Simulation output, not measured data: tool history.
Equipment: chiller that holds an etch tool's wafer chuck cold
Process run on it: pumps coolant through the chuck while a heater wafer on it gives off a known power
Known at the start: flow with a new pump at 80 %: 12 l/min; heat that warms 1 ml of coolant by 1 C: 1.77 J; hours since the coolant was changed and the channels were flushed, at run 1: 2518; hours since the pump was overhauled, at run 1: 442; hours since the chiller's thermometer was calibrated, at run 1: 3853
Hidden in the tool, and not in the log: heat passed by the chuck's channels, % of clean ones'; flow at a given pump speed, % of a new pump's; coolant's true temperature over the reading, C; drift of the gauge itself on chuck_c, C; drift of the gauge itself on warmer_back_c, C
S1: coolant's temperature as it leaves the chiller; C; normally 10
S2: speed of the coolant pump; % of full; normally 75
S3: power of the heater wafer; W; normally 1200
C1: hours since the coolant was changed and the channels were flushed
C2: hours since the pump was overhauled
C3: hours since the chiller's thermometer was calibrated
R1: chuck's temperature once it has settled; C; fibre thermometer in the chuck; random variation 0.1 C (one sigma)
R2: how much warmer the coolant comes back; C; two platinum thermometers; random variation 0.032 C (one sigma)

| run | hour | S1 | S2 | S3 | C1 | C2 | C3 | R1 | R2 |
|---|---|---|---|---|---|---|---|---|---|
| 1 | 0 | 10 | 75 | 1200 | 2518 | 442 | 3853 | 25.7 | 3.65 |
| 2 | 24.1 | 18 | 75 | 1200 | 2542 | 466 | 3878 | 34 | 3.71 |
| 3 | 48 | 18 | 75 | 1200 | 2566 | 490 | 3901 | 34 | 3.62 |
| 4 | 73.2 | 18 | 75 | 1200 | 2592 | 515 | 3927 | 33.8 | 3.64 |
| 5 | 104 | 10 | 75 | 1200 | 2622 | 545 | 3957 | 26 | 3.67 |
| 6 | 132.3 | 4 | 75 | 1200 | 2651 | 574 | 3986 | 19.9 | 3.64 |
| 7 | 158.4 | 2 | 75 | 1200 | 2677 | 600 | 4012 | 17.9 | 3.63 |
| 8 | 204.4 | 10 | 75 | 656 | 2723 | 646 | 4058 | 19 | 1.97 |
| 9 | 230.8 | 10 | 75 | 1200 | 2749 | 672 | 4084 | 26 | 3.69 |
| 10 | 266.9 | 10 | 75 | 1200 | 2785 | 708 | 4120 | 26.2 | 3.63 |
| 11 | 317.2 | 10 | 75 | 1200 | 2836 | 759 | 4171 | 26 | 3.71 |
| 12 | 347.8 | 10 | 75 | 1200 | 2866 | 789 | 4201 | 26.2 | 3.72 |
|  | 383.3 | chiller's thermometer calibrated |
| 13 | 385.2 | 10 | 75 | 904 | 2902 | 826 | 2 | 21.7 | 2.76 |
| 14 | 430.4 | 10 | 75 | 1200 | 2948 | 871 | 47 | 25.6 | 3.67 |
| 15 | 466 | 10 | 98 | 1200 | 2983 | 907 | 83 | 22.2 | 2.76 |
| 16 | 497.1 | 10 | 98 | 1200 | 3014 | 938 | 114 | 22 | 2.81 |
| 17 | 536.8 | 10 | 75 | 797 | 3054 | 977 | 154 | 20.4 | 2.41 |
| 18 | 580.6 | 10 | 75 | 797 | 3098 | 1021 | 197 | 20.5 | 2.44 |
| 19 | 617.7 | 15 | 92 | 1067 | 3135 | 1058 | 234 | 26.7 | 2.66 |
| 20 | 651.3 | 15 | 92 | 1067 | 3169 | 1092 | 268 | 26.6 | 2.65 |
| 21 | 703 | 15 | 92 | 1067 | 3220 | 1143 | 320 | 26.5 | 2.63 |
| 22 | 740.1 | 15 | 92 | 1136 | 3257 | 1181 | 357 | 27.4 | 2.88 |
| 23 | 785.6 | 15 | 92 | 1136 | 3303 | 1226 | 402 | 27.3 | 2.83 |
| 24 | 818.4 | 18 | 80 | 1200 | 3336 | 1259 | 435 | 32.8 | 3.47 |
| 25 | 862.8 | 5 | 99 | 949 | 3380 | 1303 | 480 | 14.6 | 2.15 |
| 26 | 905.3 | 10 | 75 | 647 | 3423 | 1346 | 522 | 18.4 | 1.98 |
| 27 | 929.6 | 18 | 81 | 1699 | 3447 | 1370 | 546 | 39 | 4.76 |
| 28 | 958.7 | 14 | 81 | 1699 | 3476 | 1399 | 575 | 35 | 4.87 |
| 29 | 981 | 18 | 84 | 1200 | 3498 | 1422 | 598 | 32.3 | 3.23 |
| 30 | 1020.1 | 18 | 84 | 1200 | 3537 | 1461 | 637 | 32.2 | 3.27 |
| 31 | 1071.3 | 18 | 84 | 1200 | 3589 | 1512 | 688 | 32.3 | 3.26 |
| 32 | 1107.8 | 3 | 75 | 1200 | 3625 | 1548 | 725 | 19 | 3.71 |
| 33 | 1153 | 15 | 73 | 1311 | 3670 | 1594 | 770 | 32.8 | 4.21 |

Forecast each of these 3 alternatives for the next run:
| A | 1196.5 | 19 | 97 | 665 | 3714 | 1637 | 813 | ? | ? |
| B | 1196.5 | 17 | 73 | 1311 | 3714 | 1637 | 813 | ? | ? |
| C | 1196.5 | 7 | 76 | 860 | 3714 | 1637 | 813 | ? | ? |

| run | R1 | R2 |
|---|---|---|
| A | 26.1 | 1.56 |
| B | 35.1 | 4.23 |
| C | 18.2 | 2.63 |
Without the tool's hidden state the same runs would have given:
| run | R1 | R2 |
|---|---|---|
| A | 25.4 | 1.53 |
| B | 33.5 | 4.14 |
| C | 17.2 | 2.57 |

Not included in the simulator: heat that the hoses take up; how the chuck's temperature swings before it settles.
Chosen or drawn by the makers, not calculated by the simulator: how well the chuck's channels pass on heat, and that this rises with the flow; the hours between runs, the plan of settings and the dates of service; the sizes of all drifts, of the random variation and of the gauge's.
